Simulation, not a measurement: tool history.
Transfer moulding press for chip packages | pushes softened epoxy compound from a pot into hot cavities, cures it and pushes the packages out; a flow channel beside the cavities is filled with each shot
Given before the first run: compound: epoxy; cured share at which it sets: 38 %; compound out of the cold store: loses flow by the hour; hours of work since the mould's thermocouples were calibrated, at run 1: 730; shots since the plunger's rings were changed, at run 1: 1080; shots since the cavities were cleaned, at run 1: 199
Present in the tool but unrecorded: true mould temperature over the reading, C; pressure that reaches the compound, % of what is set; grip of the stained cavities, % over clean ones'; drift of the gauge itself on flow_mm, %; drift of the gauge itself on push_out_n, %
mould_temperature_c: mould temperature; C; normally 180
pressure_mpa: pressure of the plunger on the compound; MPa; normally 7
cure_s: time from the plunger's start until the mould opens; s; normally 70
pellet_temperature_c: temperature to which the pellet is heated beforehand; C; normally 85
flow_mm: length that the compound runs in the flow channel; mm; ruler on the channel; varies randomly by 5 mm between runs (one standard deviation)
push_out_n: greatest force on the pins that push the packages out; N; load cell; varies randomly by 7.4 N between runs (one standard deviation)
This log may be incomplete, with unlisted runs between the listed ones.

run    hour  mould_temperature_c  pressure_mpa  cure_s  pellet_temperature_c  hours of work since the mould's thermocouples were calibrated  shots since the plunger's rings were changed  shots since the cavities were cleaned  incoming compound's hours out of the cold store  flow_mm  push_out_n
  1       0                  180             7      70                    85                                                            730                                          1080                                    199                                               40      713         301
       25.8  -- cavities cleaned with cleaning compound and waxed
       63.5  -- cavities cleaned with cleaning compound and waxed
  2    83.8                  180             7      70                    85                                                            783                                          2429                                    339                                             13.5      806         333
       93.4  -- mould's thermocouples calibrated
      102.3  -- cavities cleaned with cleaning compound and waxed
      140.4  -- cavities cleaned with cleaning compound and waxed
  3   157.2                  180             7      70                    85                                                             40                                          3570                                    281                                             33.6      742         315
      181.5  -- cavities cleaned with cleaning compound and waxed
  4   210.2                  180             7      70                    85                                                             74                                          4429                                    479                                             31.6      741         315
      221.7  -- cavities cleaned with cleaning compound and waxed
      229.4  -- plunger's sealing rings changed
        268  -- cavities cleaned with cleaning compound and waxed
  5     293                  180             7      70                    85                                                            125                                          1038                                    419                                             29.1      761         309
      305.6  -- cavities cleaned with cleaning compound and waxed
      343.2  -- cavities cleaned with cleaning compound and waxed
  6   343.2                  180             7      70                    85                                                            156                                          1824                                      0                                               46      693         302
      380.8  -- cavities cleaned with cleaning compound and waxed
  7   389.6                  180          7.74      70                    85                                                            185                                          2573                                    147                                             16.6      834         319
      420.5  -- cavities cleaned with cleaning compound and waxed
  8   438.2                  180             7      70                    85                                                            216                                          3359                                    295                                              9.2      823         321
      458.2  -- cavities cleaned with cleaning compound and waxed
  9   477.3                  180             7      70                    85                                                            241                                          3987                                    318                                             38.8      720         317
      497.5  -- cavities cleaned with cleaning compound and waxed
      522.3  -- plunger's sealing rings changed
 10   522.3                  180             7      70                    85                                                            268                                             0                                    373                                             44.8      693         309
      537.1  -- cavities cleaned with cleaning compound and waxed
        575  -- cavities cleaned with cleaning compound and waxed
 11   593.6                  180             7      70                    85                                                            313                                          1139                                    310                                             37.2      719         320
      614.9  -- cavities cleaned with cleaning compound and waxed
      654.4  -- cavities cleaned with cleaning compound and waxed
 12     682                  180             7      70                    94                                                            369                                          2564                                    461                                             27.2      758         326
      691.4  -- cavities cleaned with cleaning compound and waxed
      729.9  -- cavities cleaned with cleaning compound and waxed
 13   729.9                  180             7      70                    78                                                            398                                          3313                                      0                                             46.1      695         322
      766.7  -- cavities cleaned with cleaning compound and waxed
      803.6  -- cavities cleaned with cleaning compound and waxed
 14   806.6                  180             7      70                    78                                                            447                                          4543                                     50                                             25.8      757         320
      819.9  -- plunger's sealing rings changed
      845.6  -- cavities cleaned with cleaning compound and waxed
 15   845.6                  186          8.03      70                    85                                                            470                                           404                                      0                                             14.4      844         286
        888  -- cavities cleaned with cleaning compound and waxed
 16   915.8                  184          8.03      70                    86                                                            515                                          1550                                    465                                              9.3      871         298
        929  -- cavities cleaned with cleaning compound and waxed
      968.4  -- cavities cleaned with cleaning compound and waxed
 17  1001.9                  184          8.03      70                    86                                                            570                                          2936                                    559                                              8.8      882         292
     1010.1  -- cavities cleaned with cleaning compound and waxed
       1049  -- cavities cleaned with cleaning compound and waxed
 18  1074.4                  184          8.03      70                    86                                                            615                                          4095                                    423                                             17.8      827         294
     1087.9  -- cavities cleaned with cleaning compound and waxed
     1113.3  -- plunger's sealing rings changed
     1129.2  -- cavities cleaned with cleaning compound and waxed
 19  1132.6                  184          8.03      70                    86                                                            650                                           298                                     58                                             18.3      818         292

For run 20, what comes out?
       1168  -- cavities cleaned with cleaning compound and waxed
     1206.1  -- cavities cleaned with cleaning compound and waxed
 20  1208.8                  180             7      70                    84                                                            698                                          1519                                     46                                             37.4        ?           ?

Run 20 produced flow_mm 718 mm, push_out_n 305 N.
Had the tool carried no hidden state, the very same run would have given flow_mm 718 mm, push_out_n 304 N.

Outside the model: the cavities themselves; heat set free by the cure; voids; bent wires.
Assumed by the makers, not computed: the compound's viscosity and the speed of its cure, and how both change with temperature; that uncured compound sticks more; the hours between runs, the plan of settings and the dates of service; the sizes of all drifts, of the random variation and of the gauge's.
